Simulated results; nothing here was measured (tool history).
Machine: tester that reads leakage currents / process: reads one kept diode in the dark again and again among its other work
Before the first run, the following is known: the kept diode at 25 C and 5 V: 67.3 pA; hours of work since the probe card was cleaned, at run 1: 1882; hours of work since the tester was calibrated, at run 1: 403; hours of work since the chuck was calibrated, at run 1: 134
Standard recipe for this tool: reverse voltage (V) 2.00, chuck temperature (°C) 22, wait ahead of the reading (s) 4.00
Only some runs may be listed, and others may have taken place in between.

run      day  reverse voltage (V)  chuck temperature (°C)  wait ahead of the reading (s)  hours of work since the probe card was cleaned  hours of work since the tester was calibrated  hours of work since the chuck was calibrated  current that the tester gives (pA)
  1    0.000                 2.00                      22                           4.00                                            1882                                            403                                           134                               35.61
       4.025  -- probe card cleaned and baked
  2    7.746                11.07                      22                           4.00                                              58                                            522                                           253                               69.97
  3   13.438                 6.29                      22                           4.00                                             147                                            611                                           342                               55.79
  4   21.517                 6.29                      22                           4.00                                             273                                            737                                           468                               55.88
      26.192  -- chuck's temperature calibrated
  5   32.200                 6.29                      22                           4.00                                             439                                            902                                            94                               56.19
  6   38.042                 7.89                      22                           4.00                                             530                                            993                                           185                               61.27
  7   42.996                 7.89                      22                           4.00                                             607                                           1071                                           262                               61.12
  8   47.812                 2.00                      22                           4.00                                             682                                           1146                                           338                               35.41
  9   55.067                 2.00                      22                           4.00                                             796                                           1259                                           451                               35.56
      61.008  -- chuck's temperature calibrated
 10   61.008                 2.00                      22                           4.00                                             887                                           1351                                             0                               35.49
 11   71.562                 2.00                      22                           4.00                                            1052                                           1516                                           165                               35.43
 12   78.929                 2.00                      22                           4.00                                            1167                                           1631                                           280                               35.51
 13   85.933                 2.00                      22                           4.00                                            1276                                           1740                                           389                               35.55
 14   91.954                 2.00                      25                           4.00                                            1370                                           1834                                           483                               47.38
      95.604  -- chuck's temperature calibrated
 15   96.525                 2.00                      25                           6.51                                            1440                                           1904                                            14                               47.31
 16  105.175                 2.00                      25                           6.51                                            1575                                           2039                                           149                               47.06
 17  112.596                 2.00                      45                           6.51                                            1691                                           2155                                           265                              279.16
 18  117.571                 2.00                      45                           6.51                                            1769                                           2233                                           343                              278.58
 19  128.100                 2.00                      44                           6.51                                            1933                                           2397                                           507                              257.49
     128.983  -- probe card cleaned and baked
     130.896  -- chuck's temperature calibrated
 20  138.538                 2.00                      23                           1.36                                             148                                           2557                                           119                               39.38
 21  143.421                 2.00                      23                           1.36                                             224                                           2633                                           196                               39.43
 22  151.875                 1.52                      38                           4.47                                             356                                           2765                                           328                              138.08
 23  157.912                 1.52                      30                           1.73                                             450                                           2859                                           422                               67.73
 24  164.833                 1.52                      30                           1.73                                             558                                           2967                                           530                               67.86
     165.875  -- chuck's temperature calibrated
 25  172.575                 1.52                      53                           0.40                                             678                                           3087                                           105                              483.76
 26  183.150                 9.34                      40                           1.71                                             843                                           3252                                           270                              334.32
 27  188.138                 9.34                      40                           1.71                                             921                                           3330                                           348                              335.75
 28  194.938                 2.00                      22                           3.94                                            1027                                           3436                                           454                               35.57
     200.929  -- chuck's temperature calibrated
 29  203.450                 2.00                      22                           3.94                                            1159                                           3568                                            39                               35.46
 30  209.167                 2.00                      22                           3.94                                            1248                                           3657                                           129                               35.52
     213.112  -- tester calibrated
 31  215.338                 2.00                      22                           3.94                                            1343                                             35                                           224                               35.59
 32  221.788                 1.20                      48                           4.00                                            1444                                            135                                           324                              293.20
 33  231.321                 1.76                      44                           1.88                                            1593                                            284                                           473                              244.01
     235.958  -- chuck's temperature calibrated
 34  236.700                 2.00                      42                           2.25                                            1675                                            367                                            12                              216.39
 35  245.492                 2.00                      42                           2.25                                            1813                                            504                                           149                              217.48
     254.154  -- probe card cleaned and baked
 36  255.312                 2.00                      42                           1.44                                              18                                            656                                           300                              217.97
 37  266.008                 2.00                      58                           2.24                                             185                                            823                                           467                              790.27
     270.817  -- chuck's temperature calibrated
 38  272.112                 7.76                      30                           0.35                                             279                                            917                                            20                              134.28

5 options for the next run, each taken on its own from the tool as it stands now. Forecast them:
  A  278.988                 1.36                      30                           2.48                                             386                                           1024                                           128                                   ?
  B  278.988                 7.76                      30                           1.72                                             386                                           1024                                           128                                   ?
  C  278.988                15.99                      30                           0.35                                             386                                           1024                                           128                                   ?
  D  278.988                 2.00                      22                           0.85                                             386                                           1024                                           128                                   ?
  E  278.988                 1.84                      53                           2.12                                             386                                           1024                                           128                                   ?

run  current that the tester gives (pA)
  A                               64.68
  B                              129.06
  C                              182.62
  D                               36.26
  E                              518.65
The same runs, with their run-to-run variation unchanged, on a tool lacking any hidden condition would have given:
run  current that the tester gives (pA)
  A                               64.67
  B                              129.04
  C                              182.57
  D                               36.25
  E                              518.61

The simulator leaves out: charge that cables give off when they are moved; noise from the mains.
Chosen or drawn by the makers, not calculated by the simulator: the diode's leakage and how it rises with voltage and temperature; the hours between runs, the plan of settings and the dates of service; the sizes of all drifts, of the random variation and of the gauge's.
